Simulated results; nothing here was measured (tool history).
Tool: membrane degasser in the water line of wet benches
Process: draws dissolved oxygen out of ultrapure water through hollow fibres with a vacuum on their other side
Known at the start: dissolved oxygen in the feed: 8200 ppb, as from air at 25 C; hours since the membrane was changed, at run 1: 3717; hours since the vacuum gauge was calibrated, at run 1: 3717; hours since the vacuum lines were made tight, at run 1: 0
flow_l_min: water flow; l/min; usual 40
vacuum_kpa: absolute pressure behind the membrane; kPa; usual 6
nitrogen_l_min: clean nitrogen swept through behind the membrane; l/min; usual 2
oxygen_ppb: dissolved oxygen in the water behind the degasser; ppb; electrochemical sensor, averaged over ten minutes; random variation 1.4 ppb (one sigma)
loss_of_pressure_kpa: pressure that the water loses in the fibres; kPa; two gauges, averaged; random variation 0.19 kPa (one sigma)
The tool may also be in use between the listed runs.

run	day	flow_l_min	vacuum_kpa	nitrogen_l_min	hours since the membrane was changed	hours since the vacuum gauge was calibrated	hours since the vacuum lines were made tight	oxygen_ppb	loss_of_pressure_kpa
1	0	40	6	2	3717	3717	0	152.4	40.71
2	4.433	40	6	2	3824	3824	106	150.9	40.27
3	12.312	40	6	2	4013	4013	296	154.5	40.64
# day 18.742: vacuum gauge calibrated
4	19.175	40	6	2	4177	10	460	141.9	40.55
5	24.288	40	6	2.83	4300	133	582	113	40.4
6	30.779	36	6	2	4456	289	738	126.3	36.2
7	35.042	36	6	2	4558	391	841	129.1	36.47
8	39.362	36	6	2	4662	495	944	128.8	36.46
9	43.908	36	6	2	4771	604	1053	126.5	36.62
10	48.458	40	6	2	4880	713	1162	146	40.89
11	55.517	40	6	2	5049	883	1332	146.7	41
12	60.75	32	6	2	5175	1008	1457	114.4	32.63
13	66.425	32	6	2	5311	1144	1594	115.8	32.76

Run 14 comes next. What will it give?
14	69.908	32	6	2	5395	1228	1677	?	?

{"run 14": {"oxygen_ppb": 115.3, "loss_of_pressure_kpa": 33.05}}
Without the tool's hidden state the same run would have given oxygen_ppb 107.4 ppb, loss_of_pressure_kpa 30.88 kPa.
